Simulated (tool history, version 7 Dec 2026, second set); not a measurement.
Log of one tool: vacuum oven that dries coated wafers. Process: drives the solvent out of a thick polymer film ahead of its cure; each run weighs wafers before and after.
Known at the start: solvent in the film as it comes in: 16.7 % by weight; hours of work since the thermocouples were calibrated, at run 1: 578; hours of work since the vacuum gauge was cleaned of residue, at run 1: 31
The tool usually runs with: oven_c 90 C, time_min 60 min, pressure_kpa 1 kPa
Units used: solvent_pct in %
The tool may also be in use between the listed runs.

run	hour	oven_c	time_min	pressure_kpa	hours of work since the thermocouples were calibrated	hours of work since the vacuum gauge was cleaned of residue	solvent_pct
1	0	90	60	1	578	31	1.34
2	18.6	90	60	1	587	39	1.29
3	41.6	97	60	1	597	50	0.65
4	59.5	90	60	1	605	58	1.25
5	76.2	90	60	1	612	65	1.22
6	93.7	90	60	1	620	73	1.38
7	110.9	90	60	1	628	81	1.28
8	132.7	90	60	1	638	90	1.18
9	149.8	90	60	1	645	98	1.31
# hour 153.5: vacuum gauge cleaned of residue and calibrated
10	164	97	61	1.17	651	5	0.72
11	184.6	97	61	1.17	660	14	0.72
12	195.6	102	98	1	665	19	0.54
13	210.8	90	63	1	672	26	1.21
14	222.7	90	48	1.37	677	31	1.99

Run 15 comes next. What will it give?
15	233.6	90	48	1.37	682	36	?

Run 15 gave solvent_pct 2.01 %.
Minus the tool's unlogged condition, the same run would have read solvent_pct 2.27 %.

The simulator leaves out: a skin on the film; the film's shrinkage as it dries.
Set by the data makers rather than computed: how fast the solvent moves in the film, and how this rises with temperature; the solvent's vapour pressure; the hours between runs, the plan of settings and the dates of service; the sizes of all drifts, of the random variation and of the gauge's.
